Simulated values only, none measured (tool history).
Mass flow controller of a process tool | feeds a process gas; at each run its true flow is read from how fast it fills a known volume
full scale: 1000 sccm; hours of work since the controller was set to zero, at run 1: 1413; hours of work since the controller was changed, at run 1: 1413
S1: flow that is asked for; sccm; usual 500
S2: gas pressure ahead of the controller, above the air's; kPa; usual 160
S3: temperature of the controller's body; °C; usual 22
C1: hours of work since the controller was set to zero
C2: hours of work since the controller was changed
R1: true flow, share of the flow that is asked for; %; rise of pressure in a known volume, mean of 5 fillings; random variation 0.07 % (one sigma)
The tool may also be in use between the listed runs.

run     day   S1   S2  S3    C1    C2      R1
  1       0  500  160  22  1413  1413   99.63
  2   1.892  165  160  22  1441  1441   98.47
  3   4.808  165  269  22  1485  1485   98.63
  4    7.15  165  269  36  1520  1520   100.2
  5   9.654  500  160  35  1557  1557  101.09
  6  12.412  500  160  35  1598  1598  101.03
     12.608  -- controller's zero set anew
  7  15.846  500  160  35    48  1650  100.86
  8  19.238  500  160  35    99  1700  100.86
  9  21.071  500  160  35   127  1728  100.96
 10      24  101  160  35   171  1772   97.88
 11  25.912  774  160  37   199  1800   101.5
 12  29.308  179  257  21   250  1851   97.97
 13  32.758  552  160  22   302  1903   99.55
     34.762  -- controller's zero set anew, once more
 14  36.433  552  160  22    25  1957  100.07
 15  38.862  247  208  22    61  1994   99.97
 16  40.804  247  208  22    90  2023   99.93
 17  43.475  167  160  23   130  2063   99.73
 18  47.283  167  160  30   187  2120  100.58
 19  51.046  239  185  30   244  2176  100.89
 20  54.658  500  241  22   298  2230   100.4

5 ways to go on from here, each from the tool as it stands after run 20. What would each give?
  A  58.329  279  196  22  353  2285   ?
  B  58.329  467  154  40  353  2285   ?
  C  58.329  722  170  22  353  2285   ?
  D  58.329  500  242  22  353  2285   ?
  E  58.329  500  212  28  353  2285   ?

run      R1
  A   99.99
  B  102.16
  C  100.28
  D  100.37
  E  100.93
Without the tool's hidden state the same runs would have given:
run      R1
  A   99.21
  B  101.25
  C    99.3
  D   99.45
  E  100.01

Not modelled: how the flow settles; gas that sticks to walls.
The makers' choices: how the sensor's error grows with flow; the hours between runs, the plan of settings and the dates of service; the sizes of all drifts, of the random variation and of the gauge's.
